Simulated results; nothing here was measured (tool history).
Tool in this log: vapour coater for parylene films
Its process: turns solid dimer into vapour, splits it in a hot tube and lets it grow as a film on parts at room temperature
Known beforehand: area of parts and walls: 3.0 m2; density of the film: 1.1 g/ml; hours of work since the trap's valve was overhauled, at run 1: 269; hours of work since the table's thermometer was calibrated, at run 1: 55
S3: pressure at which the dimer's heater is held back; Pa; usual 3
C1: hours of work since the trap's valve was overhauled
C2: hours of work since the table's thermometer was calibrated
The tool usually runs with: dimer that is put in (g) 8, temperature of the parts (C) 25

{"run": 1, "hour": 0.0, "dimer that is put in (g)": 8, "temperature of the parts (C)": 25, "S3": 3, "C1": 269, "C2": 55, "thickness of the film (um)": 1.38}
{"run": 2, "hour": 13.2, "dimer that is put in (g)": 8, "temperature of the parts (C)": 25, "S3": 5.35, "C1": 274, "C2": 61, "thickness of the film (um)": 1.31}
{"run": 3, "hour": 27.1, "dimer that is put in (g)": 8, "temperature of the parts (C)": 25, "S3": 5.35, "C1": 280, "C2": 67, "thickness of the film (um)": 1.31}
{"run": 4, "hour": 39.0, "dimer that is put in (g)": 8, "temperature of the parts (C)": 24, "S3": 3, "C1": 285, "C2": 72, "thickness of the film (um)": 1.46}
{"run": 5, "hour": 52.2, "dimer that is put in (g)": 8, "temperature of the parts (C)": 24, "S3": 3, "C1": 290, "C2": 77, "thickness of the film (um)": 1.44}
{"run": 6, "hour": 62.9, "dimer that is put in (g)": 8, "temperature of the parts (C)": 25, "S3": 5.46, "C1": 295, "C2": 81, "thickness of the film (um)": 1.3}
{"run": 7, "hour": 72.9, "dimer that is put in (g)": 8, "temperature of the parts (C)": 25, "S3": 3.09, "C1": 299, "C2": 85, "thickness of the film (um)": 1.38}
{"run": 8, "hour": 83.0, "dimer that is put in (g)": 4, "temperature of the parts (C)": 20, "S3": 3.09, "C1": 303, "C2": 90, "thickness of the film (um)": 0.9}
{"run": 9, "hour": 95.8, "dimer that is put in (g)": 4, "temperature of the parts (C)": 20, "S3": 3.09, "C1": 308, "C2": 95, "thickness of the film (um)": 0.85}
{"run": 10, "hour": 105.2, "dimer that is put in (g)": 14, "temperature of the parts (C)": 25, "S3": 2.59, "C1": 312, "C2": 99, "thickness of the film (um)": 2.44}

Forecast each of these 3 alternatives for the next run:
{"run": "A", "hour": 113.9, "dimer that is put in (g)": 10, "temperature of the parts (C)": 35, "S3": 3, "C1": 316, "C2": 102, "thickness of the film (um)": "?"}
{"run": "B", "hour": 113.9, "dimer that is put in (g)": 14, "temperature of the parts (C)": 25, "S3": 2.07, "C1": 316, "C2": 102, "thickness of the film (um)": "?"}
{"run": "C", "hour": 113.9, "dimer that is put in (g)": 8, "temperature of the parts (C)": 30, "S3": 2.99, "C1": 316, "C2": 102, "thickness of the film (um)": "?"}

run=A thickness_of_the_film_(um)=1.05
run=B thickness_of_the_film_(um)=2.5
run=C thickness_of_the_film_(um)=1.07
With the hidden condition removed and each run's random variation left untouched, the same runs would have given:
run=A thickness_of_the_film_(um)=1.11
run=B thickness_of_the_film_(um)=2.64
run=C thickness_of_the_film_(um)=1.13
